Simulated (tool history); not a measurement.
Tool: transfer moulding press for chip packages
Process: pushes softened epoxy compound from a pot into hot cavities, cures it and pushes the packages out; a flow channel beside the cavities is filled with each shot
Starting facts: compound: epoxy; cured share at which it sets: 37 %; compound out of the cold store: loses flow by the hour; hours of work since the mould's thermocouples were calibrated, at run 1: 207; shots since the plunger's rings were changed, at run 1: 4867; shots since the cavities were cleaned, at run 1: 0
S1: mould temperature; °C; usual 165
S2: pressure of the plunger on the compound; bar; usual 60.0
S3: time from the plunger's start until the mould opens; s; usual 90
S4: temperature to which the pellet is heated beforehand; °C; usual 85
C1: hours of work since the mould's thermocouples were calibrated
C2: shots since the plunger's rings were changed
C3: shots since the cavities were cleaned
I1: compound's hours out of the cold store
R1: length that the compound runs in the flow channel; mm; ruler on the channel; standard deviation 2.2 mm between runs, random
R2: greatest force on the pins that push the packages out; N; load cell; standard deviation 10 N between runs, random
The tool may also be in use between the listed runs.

run   hour   S1    S2   S3  S4   C1    C2   C3    I1   R1    R2
  1    0.0  165  60.0   90  85  207  4867    0  15.8  485   519
  2   13.2  165  60.0   90  85  213  4983  116  32.6  448   634
  3   30.3  165  60.0   90  85  222  5133  266  45.2  424   666
  4   50.2  165  59.8   90  85  232  5307  440   8.9  500   838
      60.9  -- plunger's sealing rings changed
      65.5  -- cavities cleaned with cleaning compound and waxed
  5   71.7  160  60.0   90  85  240    82   54  28.0  505   699
  6   86.6  160  60.0   90  85  247   213  185  29.8  497   882
  7  111.4  168  47.5  117  81  260   430  402  12.3  465   643
  8  122.9  165  67.4   90  89  265   531  503  35.3  501   775
     128.5  -- cavities cleaned with cleaning compound and waxed
  9  146.4  165  67.4   90  89  276   725  158  12.6  560   614
 10  164.7  159  67.4   90  76  285   885  318  33.5  522  1047
 11  177.7  159  67.4   90  76  291   999  432  37.2  508  1115
     191.1  -- cavities cleaned with cleaning compound and waxed
 12  199.7  170  56.9   94  85  301  1178   75  44.3  429   470

Consider 5 possible next runs. They are alternatives, not a sequence: every one starts from the tool as it was left by run 12. What does each give?
  A  220.5  170  55.3  94  89  312  1362  259  38.4   ?   ?
  B  220.5  158  56.9  81  78  312  1362  259  14.9   ?   ?
  C  220.5  165  74.7  90  95  312  1362  259  27.9   ?   ?
  D  220.5  165  60.0  90  89  312  1362  259  40.9   ?   ?
  E  220.5  170  56.9  88  85  312  1362  259  11.7   ?   ?

run   R1    R2
  A  434   590
  B  522  1533
  C  542   681
  D  451   689
  E  499   611
What these runs would have given with no unlogged condition in the tool:
run   R1    R2
  A  443   411
  B  532  1075
  C  553   476
  D  460   481
  E  509   424

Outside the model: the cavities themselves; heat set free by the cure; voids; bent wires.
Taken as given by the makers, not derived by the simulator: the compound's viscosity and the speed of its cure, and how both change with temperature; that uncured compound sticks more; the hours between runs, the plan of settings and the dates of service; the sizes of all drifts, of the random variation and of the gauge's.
